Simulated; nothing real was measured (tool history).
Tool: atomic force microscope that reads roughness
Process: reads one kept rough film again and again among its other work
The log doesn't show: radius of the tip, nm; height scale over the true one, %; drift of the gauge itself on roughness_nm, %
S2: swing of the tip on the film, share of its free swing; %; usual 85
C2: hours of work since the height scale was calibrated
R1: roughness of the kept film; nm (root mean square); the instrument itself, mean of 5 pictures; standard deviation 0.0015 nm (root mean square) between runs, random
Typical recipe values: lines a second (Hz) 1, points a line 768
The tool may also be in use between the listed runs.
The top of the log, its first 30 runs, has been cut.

Run 31, hour 362.3: usual settings but lines a second (Hz) 3.9, S2 67 %, points a line 418; pictures with this tip 72; C2 238. Result: R1 0.569 nm (root mean square).
Run 32, hour 376.1: usual settings but lines a second (Hz) 3.9, S2 67 %, points a line 418; pictures with this tip 82; C2 245. Result: R1 0.564 nm (root mean square).
Run 33, hour 389.4: usual settings but lines a second (Hz) 3.9, S2 67 %, points a line 418; pictures with this tip 93; C2 252. Result: R1 0.568 nm (root mean square).
Run 34, hour 397.4: usual settings but lines a second (Hz) 3.9, S2 67 %, points a line 418; pictures with this tip 99; C2 256. Result: R1 0.568 nm (root mean square).
Run 35, hour 413: usual settings but lines a second (Hz) 3.9, S2 79 %, points a line 330; pictures with this tip 111; C2 264. Result: R1 0.497 nm (root mean square).
Run 36, hour 420.5: usual settings but S2 84 %; pictures with this tip 117; C2 267. Result: R1 0.598 nm (root mean square).
Run 37, hour 430.5: usual settings but points a line 825; pictures with this tip 124; C2 272. Result: R1 0.597 nm (root mean square).
Run 38, hour 442.3: usual settings but lines a second (Hz) 1.96, S2 61 %, points a line 583; pictures with this tip 133; C2 278. Result: R1 0.628 nm (root mean square).
Run 39, hour 457.9: usual settings but lines a second (Hz) 3.47, S2 60 %, points a line 570; pictures with this tip 145; C2 286. Result: R1 0.607 nm (root mean square).
Run 40, hour 474.4: usual settings but lines a second (Hz) 0.62, points a line 927; pictures with this tip 158; C2 294. Result: R1 0.621 nm (root mean square).
Run 41, hour 485.2: usual settings but lines a second (Hz) 0.66, S2 88 %, points a line 379; pictures with this tip 166; C2 300. Result: R1 0.611 nm (root mean square).
Run 42, hour 494.9: usual settings but lines a second (Hz) 1.87, S2 59 %, points a line 267; pictures with this tip 174; C2 305. Result: R1 0.631 nm (root mean square).
Run 43, hour 508.4: usual settings but lines a second (Hz) 1.4, S2 55 %, points a line 590; pictures with this tip 184; C2 311. Result: R1 0.649 nm (root mean square).
Run 44, hour 522.8: usual settings but lines a second (Hz) 1.4, S2 55 %, points a line 590; pictures with this tip 195; C2 318. Result: R1 0.651 nm (root mean square).
Run 45, hour 538.9: usual settings but lines a second (Hz) 2.69, S2 79 %; pictures with this tip 207; C2 327. Result: R1 0.541 nm (root mean square).
Run 46, hour 550: usual settings but lines a second (Hz) 2.69, S2 79 %; pictures with this tip 216; C2 332. Result: R1 0.541 nm (root mean square).
Run 47, hour 567.5: usual settings but lines a second (Hz) 2.69, S2 79 %; pictures with this tip 229; C2 341. Result: R1 0.539 nm (root mean square).
Run 48, hour 579.4: usual settings but lines a second (Hz) 2.69, S2 72 %, points a line 790; pictures with this tip 239; C2 347. Result: R1 0.571 nm (root mean square).
Run 49, hour 588.2: usual settings but lines a second (Hz) 0.95, S2 72 %, points a line 790; pictures with this tip 245; C2 351. Result: R1 0.63 nm (root mean square).
Run 50, hour 598.4: usual settings but points a line 562; pictures with this tip 253; C2 356. Result: R1 0.6 nm (root mean square).
Run 51, hour 615.3: usual settings but S2 66 %, points a line 393; pictures with this tip 266; C2 365. Result: R1 0.641 nm (root mean square).

Alternative continuations, all from the tool just after run 51; predict every row:
Run A, hour 632.1: usual settings but lines a second (Hz) 0.98, S2 67 %, points a line 521; pictures with this tip 279; C2 373. Result: R1 ?.
Run B, hour 632.1: usual settings but S2 61 %; pictures with this tip 279; C2 373. Result: R1 ?.
Run C, hour 632.1: usual settings but points a line 832; pictures with this tip 279; C2 373. Result: R1 ?.

run     R1
  A   0.64
  B  0.645
  C  0.596
With the hidden condition removed and each run's random variation left untouched, the same runs would have given:
run     R1
  A   0.64
  B  0.645
  C  0.596
